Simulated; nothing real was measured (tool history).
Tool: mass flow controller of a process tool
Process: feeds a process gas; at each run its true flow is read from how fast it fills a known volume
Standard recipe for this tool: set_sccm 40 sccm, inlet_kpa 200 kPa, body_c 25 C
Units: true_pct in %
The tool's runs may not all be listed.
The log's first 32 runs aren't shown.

run    hour  set_sccm  inlet_kpa  body_c  hours of work since the controller was set to zero  hours of work since the controller was changed  true_pct
 33  3826.3        10        142      25                                                2715                                            2715     99.64
 34  3983.7        18        200      21                                                2803                                            2803    100.68
 35  4077.6        17        264      39                                                2856                                            2856    100.09
     4143.4  -- gauge calibrated
 36  4184.7        17        264      39                                                2916                                            2916     98.84
 37  4352.1        10        231      23                                                3009                                            3009     99.36
 38  4488.2        10        231      23                                                3085                                            3085     99.59
 39    4575        16        279      20                                                3134                                            3134    100.25
 40  4678.8         5        154      25                                                3192                                            3192     99.04

For run 41, what comes out?
 41  4822.3        11        241      25                                                3272                                            3272         ?

true_pct: 99.91 %
If the tool had no hidden condition, the same run with the same run-to-run variation would have returned true_pct 99.24 %.

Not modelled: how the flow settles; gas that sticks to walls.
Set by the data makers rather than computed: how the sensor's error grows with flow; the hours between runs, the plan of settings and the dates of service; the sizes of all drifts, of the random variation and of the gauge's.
